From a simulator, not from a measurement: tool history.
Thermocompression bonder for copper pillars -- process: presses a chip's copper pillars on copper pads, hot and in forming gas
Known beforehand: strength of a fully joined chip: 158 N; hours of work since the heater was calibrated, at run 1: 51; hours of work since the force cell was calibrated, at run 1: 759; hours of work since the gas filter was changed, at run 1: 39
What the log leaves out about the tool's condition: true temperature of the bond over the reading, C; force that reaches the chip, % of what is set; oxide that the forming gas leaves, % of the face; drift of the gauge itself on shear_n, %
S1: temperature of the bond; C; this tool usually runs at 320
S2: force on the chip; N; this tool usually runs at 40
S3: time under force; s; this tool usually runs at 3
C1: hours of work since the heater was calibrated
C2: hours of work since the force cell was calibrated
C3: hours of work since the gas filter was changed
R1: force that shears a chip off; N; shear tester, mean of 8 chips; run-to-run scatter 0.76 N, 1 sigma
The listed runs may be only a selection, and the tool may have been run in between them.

run 1 hour=0.0 | S1=320 S2=40 S3=3 | C1=51 C2=759 C3=39 | R1=90.8
run 2 hour=6.8 | S1=320 S2=40 S3=3 | C1=56 C2=764 C3=44 | R1=93.7
run 3 hour=12.8 | S1=320 S2=40 S3=2 | C1=61 C2=769 C3=49 | R1=80.1
run 4 hour=19.2 | S1=320 S2=40 S3=2 | C1=66 C2=774 C3=54 | R1=79.8
run 5 hour=26.4 | S1=320 S2=40 S3=2 | C1=72 C2=779 C3=59 | R1=81.0
run 6 hour=30.6 | S1=320 S2=40 S3=2 | C1=75 C2=782 C3=63 | R1=80.5
run 7 hour=39.6 | S1=320 S2=40 S3=2 | C1=82 C2=789 C3=69 | R1=79.2
run 8 hour=48.2 | S1=320 S2=40 S3=3 | C1=88 C2=796 C3=76 | R1=89.0
run 9 hour=57.2 | S1=320 S2=40 S3=3 | C1=95 C2=803 C3=83 | R1=90.4
run 10 hour=62.9 | S1=320 S2=40 S3=3 | C1=100 C2=807 C3=87 | R1=91.1
run 11 hour=67.2 | S1=320 S2=40 S3=3 | C1=103 C2=811 C3=91 | R1=91.6
run 12 hour=75.9 | S1=320 S2=40 S3=3 | C1=110 C2=817 C3=98 | R1=91.4
-- hour=84.4 forming gas filter changed
run 13 hour=86.0 | S1=320 S2=40 S3=3 | C1=117 C2=825 C3=1 | R1=92.5
run 14 hour=90.7 | S1=296 S2=40 S3=3 | C1=121 C2=828 C3=5 | R1=71.6
run 15 hour=100.3 | S1=296 S2=40 S3=3 | C1=128 C2=836 C3=12 | R1=70.6
run 16 hour=104.5 | S1=306 S2=30 S3=7 | C1=132 C2=839 C3=16 | R1=88.8
-- hour=106.5 force cell calibrated
run 17 hour=115.7 | S1=306 S2=30 S3=7 | C1=139 C2=7 C3=23 | R1=90.2
run 18 hour=124.1 | S1=338 S2=38 S3=6 | C1=146 C2=14 C3=30 | R1=125.3
-- hour=133.0 force cell calibrated, once more
run 19 hour=133.0 | S1=320 S2=40 S3=4 | C1=151 C2=0 C3=35 | R1=95.8
run 20 hour=140.7 | S1=320 S2=40 S3=4 | C1=157 C2=6 C3=41 | R1=96.8
run 21 hour=146.3 | S1=320 S2=40 S3=4 | C1=162 C2=10 C3=46 | R1=95.8
run 22 hour=151.6 | S1=320 S2=40 S3=2 | C1=166 C2=14 C3=50 | R1=78.0
run 23 hour=161.4 | S1=320 S2=26 S3=2 | C1=173 C2=22 C3=57 | R1=56.8
run 24 hour=168.7 | S1=320 S2=26 S3=2 | C1=179 C2=28 C3=63 | R1=56.7
run 25 hour=173.0 | S1=301 S2=55 S3=2 | C1=182 C2=31 C3=66 | R1=78.7
run 26 hour=177.9 | S1=314 S2=40 S3=9 | C1=186 C2=35 C3=70 | R1=113.7
run 27 hour=184.1 | S1=331 S2=39 S3=9 | C1=191 C2=40 C3=75 | R1=125.7
run 28 hour=193.4 | S1=331 S2=39 S3=9 | C1=198 C2=47 C3=82 | R1=125.4
run 29 hour=203.4 | S1=347 S2=50 S3=6 | C1=206 C2=55 C3=90 | R1=136.6

Here are 5 independent what-if runs from the current tool condition. What would each one return?
run A hour=210.7 | S1=311 S2=28 S3=3 | C1=211 C2=60 C3=95 | R1=?
run B hour=210.7 | S1=302 S2=50 S3=6 | C1=211 C2=60 C3=95 | R1=?
run C hour=210.7 | S1=320 S2=37 S3=3 | C1=211 C2=60 C3=95 | R1=?
run D hour=210.7 | S1=347 S2=26 S3=2 | C1=211 C2=60 C3=95 | R1=?
run E hour=210.7 | S1=326 S2=25 S3=8 | C1=211 C2=60 C3=95 | R1=?

run=A R1=62.9
run=B R1=104.9
run=C R1=84.7
run=D R1=77.0
run=E R1=94.2
The same runs, with their run-to-run variation unchanged, on a tool lacking any hidden condition would have given:
run=A R1=63.0
run=B R1=105.8
run=C R1=85.2
run=D R1=77.4
run=E R1=95.0
